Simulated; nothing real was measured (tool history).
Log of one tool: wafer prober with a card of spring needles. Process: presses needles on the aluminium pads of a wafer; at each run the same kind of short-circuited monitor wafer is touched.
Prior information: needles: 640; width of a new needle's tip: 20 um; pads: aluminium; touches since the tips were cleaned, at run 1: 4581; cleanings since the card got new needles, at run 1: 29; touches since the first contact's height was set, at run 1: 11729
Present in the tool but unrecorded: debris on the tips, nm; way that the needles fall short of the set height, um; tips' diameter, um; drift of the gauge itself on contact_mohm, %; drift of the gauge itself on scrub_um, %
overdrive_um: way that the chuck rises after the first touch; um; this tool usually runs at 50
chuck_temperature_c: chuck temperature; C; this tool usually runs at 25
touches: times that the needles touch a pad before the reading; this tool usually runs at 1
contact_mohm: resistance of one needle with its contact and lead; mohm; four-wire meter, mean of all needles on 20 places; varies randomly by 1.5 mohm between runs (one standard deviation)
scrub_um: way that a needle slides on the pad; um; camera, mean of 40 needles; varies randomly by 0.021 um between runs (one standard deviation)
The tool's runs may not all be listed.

run     day  overdrive_um  chuck_temperature_c  touches  touches since the tips were cleaned  cleanings since the card got new needles  touches since the first contact's height was set  contact_mohm  scrub_um
  1   0.000            50                   25        1                                 4581                                        29                                             11729           458     10.74
      0.121  -- tips cleaned on abrasive film
      1.100  -- tips cleaned on abrasive film
      1.992  -- tips cleaned on abrasive film
  2   2.358            50                   25        1                                 2019                                        32                                             24575           325     10.72
      2.883  -- tips cleaned on abrasive film
      3.883  -- tips cleaned on abrasive film
  3   4.696            50                   25        1                                 4451                                        34                                             37323           443     10.70
      4.912  -- tips cleaned on abrasive film
      5.971  -- tips cleaned on abrasive film
  4   6.775            33                   25        1                                 4391                                        36                                             48648           831      7.00
      6.979  -- tips cleaned on abrasive film
      7.971  -- tips cleaned on abrasive film
      8.862  -- tips cleaned on abrasive film
  5   8.862            52                   25        1                                    0                                        39                                             60015           169     11.04
      9.854  -- tips cleaned on abrasive film
     10.896  -- tips cleaned on abrasive film
  6  11.000            70                   25        1                                  550                                        41                                             71657           170     14.92
     11.792  -- tips cleaned on abrasive film
  7  12.288            50                   25        1                                 2730                                        42                                             78700           378     10.61
     12.762  -- tips cleaned on abrasive film
     13.654  -- tips cleaned on abrasive film
  8  14.383            41                   25        1                                 3976                                        44                                             90110           567      8.65
     14.538  -- tips cleaned on abrasive film
     15.562  -- tips cleaned on abrasive film
  9  15.700            41                   25        1                                  755                                        46                                             97285           314      8.64
     16.450  -- tips cleaned on abrasive film
     17.475  -- tips cleaned on abrasive film
 10  17.700            41                   25        1                                 1228                                        48                                            108184           343      8.63
     18.512  -- tips cleaned on abrasive film
 11  19.338            41                   56        1                                 4530                                        49                                            117130           616      8.57
     19.558  -- tips cleaned on abrasive film
     20.567  -- tips cleaned on abrasive film
 12  20.567            41                   56        1                                    0                                        51                                            123797           196      8.54
     21.471  -- tips cleaned on abrasive film
     22.504  -- tips cleaned on abrasive film
 13  22.708            50                   25        1                                 1121                                        53                                            135488           274     10.51
     23.483  -- tips cleaned on abrasive film
     24.238  -- height of the first contact set anew
 14  24.238            50                   25        1                                 4073                                        54                                                 0           447     10.74
     24.446  -- tips cleaned on abrasive film
     25.433  -- tips cleaned on abrasive film
 15  26.008            50                   25        1                                 3149                                        56                                              9648           403     10.76
     26.396  -- tips cleaned on abrasive film
     27.308  -- tips cleaned on abrasive film
 16  27.604            50                   25        3                                 1621                                        58                                             18328           196     10.70
     28.196  -- tips cleaned on abrasive film
     29.138  -- tips cleaned on abrasive film
 17  29.504            37                   38        2                                 1994                                        60                                             28678           362      7.91
     30.054  -- tips cleaned on abrasive film
 18  30.592            50                  103        1                                 2947                                        61                                             34612           374     10.69
     31.012  -- tips cleaned on abrasive film
     31.925  -- tips cleaned on abrasive film
 19  32.321            50                   39        2                                 2166                                        63                                             44025           255     10.67
     32.896  -- tips cleaned on abrasive film
     33.779  -- tips cleaned on abrasive film
 20  34.133            50                   39        2                                 1945                                        65                                             53915           256     10.64
     34.758  -- tips cleaned on abrasive film
     35.688  -- tips cleaned on abrasive film
 21  35.688            47                   49        1                                    7                                        67                                             62378           184      9.98
     36.579  -- tips cleaned on abrasive film
     37.479  -- tips cleaned on abrasive film
 22  38.079            47                   49        1                                 3276                                        69                                             75408           473      9.92
     38.392  -- tips cleaned on abrasive film
     39.383  -- tips cleaned on abrasive film
 23  39.412            47                   49        1                                  147                                        71                                             82658           188      9.92
     40.279  -- tips cleaned on abrasive film
 24  40.583            31                   57        2                                 1663                                        72                                             89048           460      6.50
     41.188  -- tips cleaned on abrasive film
     42.258  -- tips cleaned on abrasive film
 25  42.888            31                  101        2                                 3422                                        74                                            101610           552      6.45
     43.150  -- tips cleaned on abrasive film
     44.083  -- tips cleaned on abrasive film
 26  44.567            31                   66        1                                 2638                                        76                                            110766           742      6.45
     45.121  -- tips cleaned on abrasive film
     46.012  -- tips cleaned on abrasive film
 27  46.483            50                   46        1                                 2574                                        78                                            121214           385     10.50
     46.896  -- tips cleaned on abrasive film
     47.875  -- tips cleaned on abrasive film
 28  48.225            41                   57        2                                 1925                                        80                                            130711           319      8.53
     48.754  -- tips cleaned on abrasive film
     49.808  -- tips cleaned on abrasive film
 29  49.829            41                   57        1                                  114                                        82                                            139436           218      8.54

Below are 4 alternative next runs, each starting from the tool's condition after run 29. Predict each:
     50.575  -- height of the first contact set anew
     50.712  -- tips cleaned on abrasive film
     51.592  -- tips cleaned on abrasive film
  A  52.083            40                   57        1                                 2677                                        84                                              8196             ?         ?
     50.575  -- height of the first contact set anew
     50.712  -- tips cleaned on abrasive film
     51.592  -- tips cleaned on abrasive film
  B  52.083            31                   82        2                                 2677                                        84                                              8196             ?         ?
     50.575  -- height of the first contact set anew
     50.712  -- tips cleaned on abrasive film
     51.592  -- tips cleaned on abrasive film
  C  52.083            31                   57        2                                 2677                                        84                                              8196             ?         ?
     50.575  -- height of the first contact set anew
     50.712  -- tips cleaned on abrasive film
     51.592  -- tips cleaned on abrasive film
  D  52.083            50                   77        2                                 2677                                        84                                              8196             ?         ?

run  contact_mohm  scrub_um
  A           497      8.58
  B           495      6.65
  C           500      6.64
  D           284     10.77
Without the tool's unlogged condition, the same runs would have read:
run  contact_mohm  scrub_um
  A           142      8.60
  B           159      6.68
  C           153      6.66
  D           143     10.79

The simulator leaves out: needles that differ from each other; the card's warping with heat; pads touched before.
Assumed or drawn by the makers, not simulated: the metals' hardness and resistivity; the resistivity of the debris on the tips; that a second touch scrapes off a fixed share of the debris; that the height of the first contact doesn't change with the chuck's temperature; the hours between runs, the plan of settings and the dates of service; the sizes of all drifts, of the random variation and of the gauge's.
